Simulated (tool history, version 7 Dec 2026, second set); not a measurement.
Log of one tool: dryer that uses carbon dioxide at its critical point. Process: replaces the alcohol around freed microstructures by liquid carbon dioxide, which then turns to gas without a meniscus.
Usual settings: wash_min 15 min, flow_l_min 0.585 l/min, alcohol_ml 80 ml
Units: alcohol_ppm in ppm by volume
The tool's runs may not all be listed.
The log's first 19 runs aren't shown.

run 20 hour=635.7 | wash_min=10 flow_l_min=0.855 alcohol_ml=89 | alcohol_ppm=210
run 21 hour=681.5 | wash_min=23 flow_l_min=0.855 alcohol_ml=21 | alcohol_ppm=77
run 22 hour=725.8 | wash_min=12 flow_l_min=0.421 alcohol_ml=46 | alcohol_ppm=1260
run 23 hour=745 | wash_min=15 flow_l_min=0.371 alcohol_ml=80 | alcohol_ppm=1531
run 24 hour=782.3 | wash_min=11 flow_l_min=0.702 alcohol_ml=80 | alcohol_ppm=323
run 25 hour=804 | wash_min=11 flow_l_min=0.992 alcohol_ml=80 | alcohol_ppm=104
run 26 hour=833.7 | wash_min=11 flow_l_min=0.992 alcohol_ml=80 | alcohol_ppm=101
run 27 hour=866.9 | wash_min=11 flow_l_min=0.992 alcohol_ml=80 | alcohol_ppm=111
run 28 hour=905 | wash_min=15 flow_l_min=0.789 alcohol_ml=80 | alcohol_ppm=110
run 29 hour=931.6 | wash_min=15 flow_l_min=0.789 alcohol_ml=80 | alcohol_ppm=101
run 30 hour=962.9 | wash_min=15 flow_l_min=0.407 alcohol_ml=27 | alcohol_ppm=447
run 31 hour=987.8 | wash_min=15 flow_l_min=0.359 alcohol_ml=80 | alcohol_ppm=1897
run 32 hour=1024.3 | wash_min=11 flow_l_min=0.788 alcohol_ml=20 | alcohol_ppm=135
run 33 hour=1054.6 | wash_min=11 flow_l_min=0.788 alcohol_ml=20 | alcohol_ppm=130
run 34 hour=1088.6 | wash_min=11 flow_l_min=0.788 alcohol_ml=20 | alcohol_ppm=134
run 35 hour=1110.6 | wash_min=17 flow_l_min=0.843 alcohol_ml=80 | alcohol_ppm=108
run 36 hour=1137.1 | wash_min=16 flow_l_min=0.359 alcohol_ml=56 | alcohol_ppm=1098

4 ways to go on from here, each from the tool as it stands after run 36. What would each give?
run A hour=1181.5 | wash_min=13 flow_l_min=0.363 alcohol_ml=31 | alcohol_ppm=?
run B hour=1181.5 | wash_min=16 flow_l_min=0.359 alcohol_ml=111 | alcohol_ppm=?
run C hour=1181.5 | wash_min=11 flow_l_min=0.861 alcohol_ml=34 | alcohol_ppm=?
run D hour=1181.5 | wash_min=20 flow_l_min=0.642 alcohol_ml=38 | alcohol_ppm=?

run=A alcohol_ppm=1242
run=B alcohol_ppm=2072
run=C alcohol_ppm=140
run=D alcohol_ppm=112
Without the tool's hidden state the same runs would have given:
run=A alcohol_ppm=890
run=B alcohol_ppm=1452
run=C alcohol_ppm=28
run=D alcohol_ppm=9
